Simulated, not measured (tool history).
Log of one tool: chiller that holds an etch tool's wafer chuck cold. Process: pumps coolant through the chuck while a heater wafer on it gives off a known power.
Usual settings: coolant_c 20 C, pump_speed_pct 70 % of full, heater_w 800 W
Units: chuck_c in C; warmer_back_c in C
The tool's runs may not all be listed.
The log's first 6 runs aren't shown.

run,hour,coolant_c,pump_speed_pct,heater_w,chuck_c,warmer_back_c
7,730.2,20,70,800,29.9,3.18
8,797.3,20,70,800,30.0,3.22
9,925.0,20,76,800,29.6,2.91
10,1019.3,20,76,800,29.3,2.98
# hour 1047.8: chiller's thermometer calibrated
11,1174.1,20,76,800,29.5,2.90
12,1291.4,20,70,1099,33.9,4.37
13,1403.2,20,70,1099,33.8,4.37
# hour 1480.2: coolant changed, channels flushed
14,1522.3,20,70,1099,33.6,4.43
15,1662.2,20,70,1099,33.7,4.36
16,1809.6,20,70,1099,33.7,4.35
17,1952.6,18,93,601,24.4,1.74
18,2104.6,14,93,646,20.7,1.91
19,2244.3,20,86,517,25.6,1.57
20,2319.7,21,70,641,29.0,2.45
21,2414.9,16,66,716,25.3,2.93
22,2546.1,15,100,487,20.0,1.26
23,2639.5,19,83,1095,31.3,3.59
24,2779.5,19,83,1095,31.4,3.62
25,2887.5,13,83,1095,25.3,3.55
26,3028.0,20,74,522,26.3,1.89
27,3096.5,20,79,679,27.9,2.30
28,3170.1,19,86,473,24.2,1.41
29,3259.1,19,86,473,24.1,1.39
30,3359.6,16,93,478,20.9,1.30
31,3446.6,16,93,478,20.9,1.25

3 ways to go on from here, each from the tool as it stands after run 31. What would each give?
A,3566.0,15,75,800,?,?
B,3566.0,16,69,1087,?,?
C,3566.0,23,97,903,?,?

run,chuck_c,warmer_back_c
A,24.6,2.85
B,29.6,4.30
C,32.3,2.50
Without the tool's hidden state the same runs would have given:
run,chuck_c,warmer_back_c
A,24.5,3.02
B,29.6,4.47
C,32.3,2.67

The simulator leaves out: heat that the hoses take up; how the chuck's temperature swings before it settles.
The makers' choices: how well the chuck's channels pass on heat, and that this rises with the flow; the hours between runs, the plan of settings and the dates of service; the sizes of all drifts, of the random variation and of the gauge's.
